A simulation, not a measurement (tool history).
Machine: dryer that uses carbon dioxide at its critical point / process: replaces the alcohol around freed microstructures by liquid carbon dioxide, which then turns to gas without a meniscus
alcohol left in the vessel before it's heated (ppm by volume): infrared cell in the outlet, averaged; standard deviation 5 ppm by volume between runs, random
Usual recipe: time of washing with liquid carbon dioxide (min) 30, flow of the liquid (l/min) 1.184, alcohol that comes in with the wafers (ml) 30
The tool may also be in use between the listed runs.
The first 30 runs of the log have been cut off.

run	hour	time of washing with liquid carbon dioxide (min)	flow of the liquid (l/min)	alcohol that comes in with the wafers (ml)	alcohol left in the vessel before it's heated (ppm by volume)
31	740.8	26	1.61	22	118
32	773.8	30	1.85	75	108
33	807.6	30	1.85	75	105
34	843.9	30	1.85	75	122
# hour 858.9: inlet filter changed
35	871	31	0.85	84	192
36	887.4	31	0.85	84	193
37	920.2	45	1.184	23	128
38	953.7	45	1.184	23	121
39	987.1	19	0.93	36	326

Predict each of these 3 candidate next runs independently; none follows another, all start after run 39:
A	1008.3	28	1.184	112	?
B	1008.3	29	0.93	36	?
C	1008.3	20	0.93	36	?

run	alcohol left in the vessel before it's heated (ppm by volume)
A	134
B	147
C	288
Stripped of hidden state, with their random variation kept, the same runs would have yielded:
run	alcohol left in the vessel before it's heated (ppm by volume)
A	10
B	28
C	158

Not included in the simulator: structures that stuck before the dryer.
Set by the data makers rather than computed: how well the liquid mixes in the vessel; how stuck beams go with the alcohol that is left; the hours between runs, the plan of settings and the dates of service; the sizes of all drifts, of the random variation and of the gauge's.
